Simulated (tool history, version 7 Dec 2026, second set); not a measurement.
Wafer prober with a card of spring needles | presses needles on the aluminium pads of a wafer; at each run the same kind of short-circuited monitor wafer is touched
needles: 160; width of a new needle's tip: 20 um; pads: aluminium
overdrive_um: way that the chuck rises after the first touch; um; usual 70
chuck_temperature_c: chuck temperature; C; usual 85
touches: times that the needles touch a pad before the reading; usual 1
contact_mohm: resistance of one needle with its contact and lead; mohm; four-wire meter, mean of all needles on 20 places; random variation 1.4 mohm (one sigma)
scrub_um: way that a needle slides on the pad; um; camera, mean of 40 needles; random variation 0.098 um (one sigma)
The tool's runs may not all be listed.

| run | day | overdrive_um | chuck_temperature_c | touches | contact_mohm | scrub_um |
|---|---|---|---|---|---|---|
| 1 | 0.000 | 70 | 85 | 1 | 174 | 8.13 |
| 2 | 0.488 | 70 | 74 | 1 | 173 | 7.79 |
| 3 | 0.875 | 70 | 74 | 1 | 214 | 7.77 |
| 4 | 1.271 | 70 | 74 | 1 | 185 | 7.77 |
| 5 | 1.538 | 70 | 74 | 1 | 186 | 7.81 |
| 6 | 2.017 | 70 | 74 | 1 | 175 | 7.79 |
| 7 | 2.504 | 70 | 74 | 1 | 133 | 7.69 |
| 8 | 2.708 | 70 | 85 | 2 | 186 | 7.55 |
| 9 | 3.058 | 70 | 85 | 1 | 169 | 7.66 |
| 10 | 3.379 | 70 | 85 | 1 | 191 | 7.70 |
| 11 | 3.662 | 70 | 85 | 1 | 201 | 7.77 |
| 12 | 4.108 | 70 | 85 | 2 | 156 | 7.53 |
| 13 | 4.333 | 70 | 85 | 2 | 148 | 7.47 |
| 14 | 4.608 | 70 | 85 | 2 | 150 | 7.47 |
| 15 | 4.975 | 87 | 85 | 1 | 177 | 9.59 |
| 16 | 5.258 | 87 | 85 | 1 | 179 | 9.45 |
| 17 | 5.646 | 87 | 85 | 1 | 145 | 9.62 |
| 18 | 6.129 | 65 | 85 | 1 | 166 | 6.83 |
| 19 | 6.358 | 65 | 85 | 1 | 151 | 6.63 |
| 20 | 6.658 | 63 | 85 | 1 | 180 | 6.71 |
| 21 | 7.138 | 59 | 28 | 3 | 131 | 6.06 |
| 22 | 7.617 | 70 | 100 | 1 | 236 | 7.51 |
| 23 | 8.004 | 70 | 34 | 1 | 184 | 7.27 |
| 24 | 8.242 | 88 | 34 | 1 | 143 | 9.54 |
| 25 | 8.712 | 88 | 34 | 1 | 120 | 9.68 |
| 26 | 9.117 | 88 | 34 | 1 | 178 | 9.45 |
| 27 | 9.588 | 88 | 34 | 1 | 169 | 9.69 |
| 28 | 10.033 | 88 | 34 | 1 | 132 | 9.57 |
| 29 | 10.242 | 88 | 34 | 1 | 188 | 9.68 |
| 30 | 10.633 | 70 | 33 | 1 | 213 | 7.13 |
| 31 | 10.904 | 69 | 41 | 1 | 223 | 7.11 |
| 32 | 11.150 | 69 | 67 | 1 | 210 | 7.21 |
| 33 | 11.558 | 70 | 47 | 1 | 139 | 7.18 |

Taken out of this log: 46 entries between the listed runs. Where each belongs, and how the hidden state differs across it:
Between runs 1 and 2: tips cleaned on abrasive film (day 0.162); tips cleaned on abrasive film (day 0.417)
  debris on the tips, nm: 63.1 -> 53.9; way that the needles fall short of the set height, um: 4.82 -> 8.02; tips' diameter, um: 21.69 -> 22.86
  measured less the result without the state, contact_mohm: +46 -> +49 mohm; scrub_um: -0.60 -> -1.00 um
Between runs 2 and 3: tips cleaned on abrasive film (day 0.667)
  debris on the tips, nm: 53.9 -> 104; way that the needles fall short of the set height, um: 8.02 -> 8.12; tips' diameter, um: 22.86 -> 22.89
  measured less the result without the state, contact_mohm: +49 -> +90 mohm; scrub_um: -1.00 -> -1.02 um
Between runs 3 and 4: tips cleaned on abrasive film (day 0.921); tips cleaned on abrasive film (day 1.179)
  debris on the tips, nm: 104 -> 68.7; way that the needles fall short of the set height, um: 8.12 -> 8.4; tips' diameter, um: 22.89 -> 22.99
  measured less the result without the state, contact_mohm: +90 -> +62 mohm; scrub_um: -1.02 -> -1.06 um
Between runs 4 and 5: tips cleaned on abrasive film (day 1.425)
  debris on the tips, nm: 68.7 -> 68.8; way that the needles fall short of the set height, um: 8.4 -> 8.51; tips' diameter, um: 22.99 -> 23.03
  measured less the result without the state, contact_mohm: +62 -> +63 mohm; scrub_um: -1.06 -> -1.07 um
Between runs 5 and 6: tips cleaned on abrasive film (day 1.675); tips cleaned on abrasive film (day 1.950)
  debris on the tips, nm: 68.8 -> 53.4; way that the needles fall short of the set height, um: 8.51 -> 8.76; tips' diameter, um: 23.03 -> 23.11
  measured less the result without the state, contact_mohm: +63 -> +51 mohm; scrub_um: -1.07 -> -1.11 um
Between runs 6 and 7: tips cleaned on abrasive film (day 2.208); tips cleaned on abrasive film (day 2.471); tips cleaned on abrasive film, once more (day 2.504)
  debris on the tips, nm: 53.4 -> 3.6; way that the needles fall short of the set height, um: 8.76 -> 9.11; tips' diameter, um: 23.11 -> 23.24
  measured less the result without the state, contact_mohm: +51 -> +9 mohm; scrub_um: -1.11 -> -1.15 um
Between runs 8 and 9: tips cleaned on abrasive film (day 2.750); tips cleaned on abrasive film (day 3.008)
  debris on the tips, nm: 102.7 -> 42.6; way that the needles fall short of the set height, um: 9.11 -> 9.33; tips' diameter, um: 23.24 -> 23.31
  measured less the result without the state, contact_mohm: +59 -> +43 mohm; scrub_um: -1.14 -> -1.17 um
Between runs 9 and 10: tips cleaned on abrasive film (day 3.279)
  debris on the tips, nm: 42.6 -> 70.2; way that the needles fall short of the set height, um: 9.33 -> 9.47; tips' diameter, um: 23.31 -> 23.36
  measured less the result without the state, contact_mohm: +43 -> +67 mohm; scrub_um: -1.17 -> -1.19 um
Between runs 10 and 11: tips cleaned on abrasive film (day 3.533)
  debris on the tips, nm: 70.2 -> 77.8; way that the needles fall short of the set height, um: 9.47 -> 9.61; tips' diameter, um: 23.36 -> 23.41
  measured less the result without the state, contact_mohm: +67 -> +75 mohm; scrub_um: -1.19 -> -1.21 um
Between runs 11 and 12: tips cleaned on abrasive film (day 3.779); tips cleaned on abrasive film (day 4.042)
  debris on the tips, nm: 77.8 -> 46.7; way that the needles fall short of the set height, um: 9.61 -> 9.8; tips' diameter, um: 23.41 -> 23.48
  measured less the result without the state, contact_mohm: +75 -> +32 mohm; scrub_um: -1.21 -> -1.22 um
Between runs 12 and 13: tips cleaned on abrasive film (day 4.308)
  debris on the tips, nm: 46.7 -> 30.9; way that the needles fall short of the set height, um: 9.8 -> 9.91; tips' diameter, um: 23.48 -> 23.52
  measured less the result without the state, contact_mohm: +32 -> +23 mohm; scrub_um: -1.22 -> -1.23 um
Between runs 13 and 14: tips cleaned on abrasive film (day 4.554)
  debris on the tips, nm: 30.9 -> 37.9; way that the needles fall short of the set height, um: 9.91 -> 10.05; tips' diameter, um: 23.52 -> 23.57
  measured less the result without the state, contact_mohm: +23 -> +27 mohm; scrub_um: -1.23 -> -1.26 um
Between runs 14 and 15: tips cleaned on abrasive film (day 4.821)
  debris on the tips, nm: 37.9 -> 90.4; way that the needles fall short of the set height, um: 10.05 -> 10.19; tips' diameter, um: 23.57 -> 23.62
  measured less the result without the state, contact_mohm: +27 -> +56 mohm; scrub_um: -1.26 -> -1.27 um
Between runs 15 and 16: tips cleaned on abrasive film (day 5.092)
  debris on the tips, nm: 90.4 -> 97.2; way that the needles fall short of the set height, um: 10.19 -> 10.29; tips' diameter, um: 23.62 -> 23.65
  measured less the result without the state, contact_mohm: +56 -> +59 mohm; scrub_um: -1.27 -> -1.29 um
Between runs 16 and 17: tips cleaned on abrasive film (day 5.362); tips cleaned on abrasive film (day 5.608)
  debris on the tips, nm: 97.2 -> 34.7; way that the needles fall short of the set height, um: 10.29 -> 10.49; tips' diameter, um: 23.65 -> 23.72
  measured less the result without the state, contact_mohm: +59 -> +25 mohm; scrub_um: -1.29 -> -1.32 um
Between runs 17 and 18: tips cleaned on abrasive film (day 5.854); tips cleaned on abrasive film (day 6.108)
  debris on the tips, nm: 34.7 -> 27.1; way that the needles fall short of the set height, um: 10.49 -> 10.7; tips' diameter, um: 23.72 -> 23.79
  measured less the result without the state, contact_mohm: +25 -> +38 mohm; scrub_um: -1.32 -> -1.34 um
Between runs 18 and 19: tips cleaned on abrasive film (day 6.358)
  debris on the tips, nm: 27.1 -> 13.8; way that the needles fall short of the set height, um: 10.7 -> 10.84; tips' diameter, um: 23.79 -> 23.84
  measured less the result without the state, contact_mohm: +38 -> +24 mohm; scrub_um: -1.34 -> -1.35 um
Between runs 19 and 20: tips cleaned on abrasive film (day 6.617)
  debris on the tips, nm: 13.8 -> 38.1; way that the needles fall short of the set height, um: 10.84 -> 10.94; tips' diameter, um: 23.84 -> 23.88
  measured less the result without the state, contact_mohm: +24 -> +54 mohm; scrub_um: -1.35 -> -1.37 um
Between runs 20 and 21: tips cleaned on abrasive film (day 6.892); tips cleaned on abrasive film (day 7.138)
  debris on the tips, nm: 38.1 -> 13.5; way that the needles fall short of the set height, um: 10.94 -> 11.17; tips' diameter, um: 23.88 -> 23.96
  measured less the result without the state, contact_mohm: +54 -> +16 mohm; scrub_um: -1.37 -> -1.41 um
Between runs 21 and 22: tips cleaned on abrasive film (day 7.412)
  debris on the tips, nm: 13.5 -> 107.1; way that the needles fall short of the set height, um: 11.17 -> 11.27; tips' diameter, um: 23.96 -> 23.99
  measured less the result without the state, contact_mohm: +16 -> +108 mohm; scrub_um: -1.41 -> -1.43 um
Between runs 22 and 23: tips cleaned on abrasive film (day 7.679); tips cleaned on abrasive film (day 7.933)
  debris on the tips, nm: 107.1 -> 55.6; way that the needles fall short of the set height, um: 11.27 -> 11.49; tips' diameter, um: 23.99 -> 24.07
  measured less the result without the state, contact_mohm: +108 -> +66 mohm; scrub_um: -1.43 -> -1.43 um
Between runs 23 and 24: tips cleaned on abrasive film (day 8.188)
  debris on the tips, nm: 55.6 -> 39.9; way that the needles fall short of the set height, um: 11.49 -> 11.62; tips' diameter, um: 24.07 -> 24.12
  measured less the result without the state, contact_mohm: +66 -> +31 mohm; scrub_um: -1.43 -> -1.46 um
Between runs 24 and 25: tips cleaned on abrasive film (day 8.462); tips cleaned on abrasive film (day 8.712)
  debris on the tips, nm: 39.9 -> 4.8; way that the needles fall short of the set height, um: 11.62 -> 11.8; tips' diameter, um: 24.12 -> 24.18
  measured less the result without the state, contact_mohm: +31 -> +8 mohm; scrub_um: -1.46 -> -1.49 um
Between runs 25 and 26: tips cleaned on abrasive film (day 8.958)
  debris on the tips, nm: 4.8 -> 90; way that the needles fall short of the set height, um: 11.8 -> 11.91; tips' diameter, um: 24.18 -> 24.22
  measured less the result without the state, contact_mohm: +8 -> +63 mohm; scrub_um: -1.49 -> -1.49 um
Between runs 26 and 27: tips cleaned on abrasive film (day 9.221); tips cleaned on abrasive film (day 9.483)
  debris on the tips, nm: 90 -> 72.5; way that the needles fall short of the set height, um: 11.91 -> 12.15; tips' diameter, um: 24.22 -> 24.3
  measured less the result without the state, contact_mohm: +63 -> +54 mohm; scrub_um: -1.49 -> -1.53 um
Between runs 27 and 28: tips cleaned on abrasive film (day 9.754); tips cleaned on abrasive film (day 10.025)
  debris on the tips, nm: 72.5 -> 15.2; way that the needles fall short of the set height, um: 12.15 -> 12.38; tips' diameter, um: 24.3 -> 24.38
  measured less the result without the state, contact_mohm: +54 -> +16 mohm; scrub_um: -1.53 -> -1.54 um
Between runs 29 and 30: tips cleaned on abrasive film (day 10.271); tips cleaned on abrasive film (day 10.521)
  debris on the tips, nm: 104 -> 76; way that the needles fall short of the set height, um: 12.38 -> 12.56; tips' diameter, um: 24.38 -> 24.44
  measured less the result without the state, contact_mohm: +75 -> +94 mohm; scrub_um: -1.55 -> -1.56 um
Between runs 30 and 31: tips cleaned on abrasive film (day 10.775)
  debris on the tips, nm: 76 -> 82.6; way that the needles fall short of the set height, um: 12.56 -> 12.65; tips' diameter, um: 24.44 -> 24.48
  measured less the result without the state, contact_mohm: +94 -> +103 mohm; scrub_um: -1.56 -> -1.58 um
Between runs 31 and 32: tips cleaned on abrasive film (day 11.050)
  debris on the tips, nm: 82.6 -> 73.3; way that the needles fall short of the set height, um: 12.65 -> 12.78; tips' diameter, um: 24.48 -> 24.52
  measured less the result without the state, contact_mohm: +103 -> +90 mohm; scrub_um: -1.58 -> -1.61 um
Between runs 32 and 33: tips cleaned on abrasive film (day 11.308); tips cleaned on abrasive film (day 11.558)
  debris on the tips, nm: 73.3 -> 8; way that the needles fall short of the set height, um: 12.78 -> 13.03; tips' diameter, um: 24.52 -> 24.61
  measured less the result without the state, contact_mohm: +90 -> +18 mohm; scrub_um: -1.61 -> -1.65 um
